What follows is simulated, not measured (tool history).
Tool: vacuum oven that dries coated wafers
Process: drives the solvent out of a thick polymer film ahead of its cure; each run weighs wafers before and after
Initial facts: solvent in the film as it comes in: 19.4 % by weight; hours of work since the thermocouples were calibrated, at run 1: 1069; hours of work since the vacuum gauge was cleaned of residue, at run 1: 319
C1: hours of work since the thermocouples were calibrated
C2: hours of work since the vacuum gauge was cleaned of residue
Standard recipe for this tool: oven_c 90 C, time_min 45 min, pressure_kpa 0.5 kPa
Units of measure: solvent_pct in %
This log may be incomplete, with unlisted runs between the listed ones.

Run 1, hour 0: usual settings; C1 1069; C2 319. Result: solvent_pct 1.667 %.
Run 2, hour 18.1: usual settings; C1 1078; C2 328. Result: solvent_pct 1.654 %.
Run 3, hour 32: usual settings; C1 1085; C2 335. Result: solvent_pct 1.657 %.
Run 4, hour 44.9: usual settings; C1 1091; C2 342. Result: solvent_pct 1.666 %.
Run 5, hour 65.1: usual settings; C1 1102; C2 352. Result: solvent_pct 1.65 %.
Run 6, hour 81.8: usual settings; C1 1110; C2 361. Result: solvent_pct 1.649 %.
Run 7, hour 92.4: usual settings; C1 1115; C2 366. Result: solvent_pct 1.654 %.
At hour 101.4: oven's thermocouples calibrated.
Run 8, hour 118: usual settings; C1 8; C2 378. Result: solvent_pct 1.654 %.
Run 9, hour 136: usual settings; C1 17; C2 387. Result: solvent_pct 1.639 %.
Run 10, hour 157.9: usual settings; C1 29; C2 398. Result: solvent_pct 1.658 %.
Run 11, hour 181.4: usual settings; C1 40; C2 410. Result: solvent_pct 1.652 %.
Run 12, hour 204.3: usual settings but oven_c 95 C, pressure_kpa 0.323 kPa; C1 52; C2 421. Result: solvent_pct 0.738 %.
Run 13, hour 217: usual settings but time_min 55 min, pressure_kpa 0.285 kPa; C1 58; C2 428. Result: solvent_pct 0.98 %.
Run 14, hour 232.7: usual settings but time_min 46 min, pressure_kpa 0.565 kPa; C1 66; C2 436. Result: solvent_pct 1.616 %.
Run 15, hour 253.6: usual settings but oven_c 85 C, time_min 43 min, pressure_kpa 0.565 kPa; C1 77; C2 446. Result: solvent_pct 3.282 %.
Run 16, hour 277.1: usual settings but oven_c 85 C, time_min 43 min, pressure_kpa 0.565 kPa; C1 89; C2 458. Result: solvent_pct 3.291 %.
Run 17, hour 293.9: usual settings but oven_c 85 C, time_min 43 min, pressure_kpa 0.565 kPa; C1 97; C2 467. Result: solvent_pct 3.292 %.
Run 18, hour 317.2: usual settings but oven_c 85 C, time_min 43 min, pressure_kpa 0.507 kPa; C1 109; C2 479. Result: solvent_pct 3.243 %.
Run 19, hour 335.7: usual settings but time_min 68 min; C1 118; C2 488. Result: solvent_pct 0.65 %.
Run 20, hour 361.1: usual settings but oven_c 85 C, time_min 68 min, pressure_kpa 0.327 kPa; C1 131; C2 501. Result: solvent_pct 1.331 %.
Run 21, hour 378.6: usual settings but time_min 64 min, pressure_kpa 1.855 kPa; C1 140; C2 510. Result: solvent_pct 1.437 %.

What if the next run were any one of these 4? Each begins from the tool's condition after run 21:
Run A, hour 404.4: usual settings but time_min 64 min; C1 153; C2 523. Result: solvent_pct ?.
Run B, hour 404.4: usual settings but oven_c 78 C, time_min 52 min, pressure_kpa 1.114 kPa; C1 153; C2 523. Result: solvent_pct ?.
Run C, hour 404.4: usual settings but oven_c 98 C, time_min 27 min, pressure_kpa 1.889 kPa; C1 153; C2 523. Result: solvent_pct ?.
Run D, hour 404.4: usual settings but time_min 43 min, pressure_kpa 1.975 kPa; C1 153; C2 523. Result: solvent_pct ?.

run  solvent_pct
  A        0.763
  B        5.163
  C        2.134
  D        2.485
Without the tool's unlogged condition, the same runs would have read:
run  solvent_pct
  A        0.762
  B        5.162
  C        2.134
  D        2.484

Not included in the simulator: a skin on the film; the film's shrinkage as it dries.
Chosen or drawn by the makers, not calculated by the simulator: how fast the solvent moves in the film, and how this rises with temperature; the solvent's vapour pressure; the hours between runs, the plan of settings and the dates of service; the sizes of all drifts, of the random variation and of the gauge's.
